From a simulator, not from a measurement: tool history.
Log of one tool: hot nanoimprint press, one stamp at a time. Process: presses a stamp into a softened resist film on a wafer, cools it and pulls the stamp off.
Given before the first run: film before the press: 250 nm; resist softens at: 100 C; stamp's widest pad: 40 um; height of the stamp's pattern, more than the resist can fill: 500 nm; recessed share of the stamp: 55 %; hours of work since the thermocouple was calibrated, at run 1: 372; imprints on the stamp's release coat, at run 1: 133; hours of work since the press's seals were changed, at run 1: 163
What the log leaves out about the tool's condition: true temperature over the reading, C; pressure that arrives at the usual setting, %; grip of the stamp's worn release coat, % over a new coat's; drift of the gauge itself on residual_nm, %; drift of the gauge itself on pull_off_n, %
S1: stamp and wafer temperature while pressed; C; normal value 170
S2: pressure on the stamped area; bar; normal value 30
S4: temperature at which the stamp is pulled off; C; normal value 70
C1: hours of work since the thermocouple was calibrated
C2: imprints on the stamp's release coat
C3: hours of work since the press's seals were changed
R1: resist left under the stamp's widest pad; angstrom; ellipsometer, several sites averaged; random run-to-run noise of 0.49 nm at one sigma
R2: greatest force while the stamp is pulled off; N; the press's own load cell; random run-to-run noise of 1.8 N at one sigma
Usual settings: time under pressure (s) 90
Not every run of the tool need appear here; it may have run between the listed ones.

{"run": 1, "hour": 0.0, "S1": 170, "S2": 30, "time under pressure (s)": 90, "S4": 70, "C1": 372, "C2": 133, "C3": 163, "R1": 1187, "R2": 123}
{"run": 2, "hour": 5.9, "S1": 170, "S2": 30, "time under pressure (s)": 90, "S4": 70, "C1": 376, "C2": 148, "C3": 167, "R1": 1183, "R2": 125}
{"run": 3, "hour": 12.4, "S1": 170, "S2": 30, "time under pressure (s)": 170, "S4": 70, "C1": 380, "C2": 166, "C3": 171, "R1": 938, "R2": 122}
{"run": 4, "hour": 18.0, "S1": 165, "S2": 30, "time under pressure (s)": 90, "S4": 70, "C1": 383, "C2": 181, "C3": 174, "R1": 1415, "R2": 128}
{"run": 5, "hour": 22.8, "S1": 170, "S2": 30, "time under pressure (s)": 90, "S4": 70, "C1": 386, "C2": 193, "C3": 177, "R1": 1186, "R2": 123}
{"run": 6, "hour": 31.2, "S1": 170, "S2": 30, "time under pressure (s)": 90, "S4": 70, "C1": 391, "C2": 216, "C3": 182, "R1": 1179, "R2": 125}
{"run": 7, "hour": 40.3, "S1": 170, "S2": 30, "time under pressure (s)": 90, "S4": 70, "C1": 397, "C2": 240, "C3": 188, "R1": 1186, "R2": 127}
{"run": 8, "hour": 48.5, "S1": 170, "S2": 30, "time under pressure (s)": 90, "S4": 70, "C1": 402, "C2": 262, "C3": 193, "R1": 1183, "R2": 127}
{"run": 9, "hour": 58.2, "S1": 170, "S2": 30, "time under pressure (s)": 73, "S4": 70, "C1": 408, "C2": 288, "C3": 199, "R1": 1269, "R2": 127}
{"run": 10, "hour": 65.8, "S1": 170, "S2": 30, "time under pressure (s)": 73, "S4": 70, "C1": 413, "C2": 308, "C3": 204, "R1": 1282, "R2": 129}
{"run": 11, "hour": 74.7, "S1": 170, "S2": 30, "time under pressure (s)": 92, "S4": 70, "C1": 418, "C2": 332, "C3": 209, "R1": 1181, "R2": 127}
{"run": 12, "hour": 82.4, "S1": 170, "S2": 30, "time under pressure (s)": 92, "S4": 70, "C1": 423, "C2": 352, "C3": 214, "R1": 1184, "R2": 131}
{"run": 13, "hour": 89.2, "S1": 170, "S2": 30, "time under pressure (s)": 90, "S4": 70, "C1": 427, "C2": 370, "C3": 218, "R1": 1183, "R2": 130}
{"run": 14, "hour": 97.6, "S1": 170, "S2": 30, "time under pressure (s)": 90, "S4": 70, "C1": 433, "C2": 393, "C3": 224, "R1": 1184, "R2": 128}
{"run": 15, "hour": 105.9, "S1": 170, "S2": 30, "time under pressure (s)": 96, "S4": 70, "C1": 438, "C2": 415, "C3": 229, "R1": 1166, "R2": 129}
{"run": 16, "hour": 111.2, "S1": 170, "S2": 30, "time under pressure (s)": 96, "S4": 70, "C1": 441, "C2": 429, "C3": 232, "R1": 1168, "R2": 130}
{"run": 17, "hour": 116.6, "S1": 170, "S2": 30, "time under pressure (s)": 96, "S4": 70, "C1": 445, "C2": 444, "C3": 236, "R1": 1167, "R2": 131}
{"run": 18, "hour": 124.0, "S1": 181, "S2": 30, "time under pressure (s)": 52, "S4": 70, "C1": 449, "C2": 463, "C3": 240, "R1": 973, "R2": 135}
{"hour": 127.9, "done": "plate thermocouple calibrated"}
{"run": 19, "hour": 135.2, "S1": 161, "S2": 30, "time under pressure (s)": 106, "S4": 70, "C1": 5, "C2": 485, "C3": 245, "R1": 1589, "R2": 132}
{"run": 20, "hour": 142.3, "S1": 181, "S2": 22.2, "time under pressure (s)": 72, "S4": 70, "C1": 9, "C2": 504, "C3": 250, "R1": 1008, "R2": 133}
{"run": 21, "hour": 150.1, "S1": 180, "S2": 22.2, "time under pressure (s)": 72, "S4": 59, "C1": 14, "C2": 525, "C3": 255, "R1": 1056, "R2": 159}
{"run": 22, "hour": 160.1, "S1": 170, "S2": 30, "time under pressure (s)": 90, "S4": 60, "C1": 20, "C2": 551, "C3": 261, "R1": 1206, "R2": 152}
{"hour": 173.1, "done": "plate thermocouple calibrated, once more"}
{"run": 23, "hour": 173.1, "S1": 170, "S2": 30, "time under pressure (s)": 90, "S4": 60, "C1": 0, "C2": 578, "C3": 267, "R1": 1155, "R2": 151}
{"run": 24, "hour": 180.7, "S1": 170, "S2": 30, "time under pressure (s)": 143, "S4": 65, "C1": 5, "C2": 598, "C3": 272, "R1": 969, "R2": 146}
{"run": 25, "hour": 189.5, "S1": 168, "S2": 35.8, "time under pressure (s)": 54, "S4": 70, "C1": 10, "C2": 622, "C3": 277, "R1": 1347, "R2": 134}
{"run": 26, "hour": 195.3, "S1": 180, "S2": 20.7, "time under pressure (s)": 90, "S4": 67, "C1": 14, "C2": 637, "C3": 281, "R1": 959, "R2": 136}
{"run": 27, "hour": 203.7, "S1": 158, "S2": 20.7, "time under pressure (s)": 166, "S4": 71, "C1": 19, "C2": 660, "C3": 286, "R1": 1696, "R2": 132}
{"run": 28, "hour": 212.4, "S1": 177, "S2": 20.7, "time under pressure (s)": 166, "S4": 71, "C1": 24, "C2": 683, "C3": 291, "R1": 842, "R2": 133}
{"run": 29, "hour": 219.5, "S1": 177, "S2": 20.7, "time under pressure (s)": 166, "S4": 71, "C1": 29, "C2": 702, "C3": 296, "R1": 840, "R2": 133}
{"run": 30, "hour": 225.0, "S1": 166, "S2": 40.7, "time under pressure (s)": 49, "S4": 58, "C1": 32, "C2": 716, "C3": 299, "R1": 1434, "R2": 157}
{"run": 31, "hour": 231.5, "S1": 170, "S2": 19.7, "time under pressure (s)": 90, "S4": 70, "C1": 36, "C2": 734, "C3": 303, "R1": 1395, "R2": 135}

Pick out some run-to-run changes in R1. Of each, how much would a tool without hidden state show as well, from the settings, what came in and chance, and how much is left for the hidden state and any gauge scatter not in both results compared?
Run 18 -> 19: S1 181 -> 161, time under pressure (s) 52 -> 106, plate thermocouple calibrated. R1 +616 angstrom: hidden state +38, all else +578.
Run 19 -> 20: S1 161 -> 181, S2 30 -> 22.2, time under pressure (s) 106 -> 72. R1 -581 angstrom: hidden state -25, all else -556.
Run 22 -> 23: plate thermocouple calibrated, once more. R1 -51 angstrom: hidden state -64, all else +13.
Run 26 -> 27: S1 180 -> 158, time under pressure (s) 90 -> 166, S4 67 -> 71. R1 +737 angstrom: hidden state -3, all else +740.
Run 27 -> 28: S1 158 -> 177. R1 -854 angstrom: hidden state +3, all else -857.
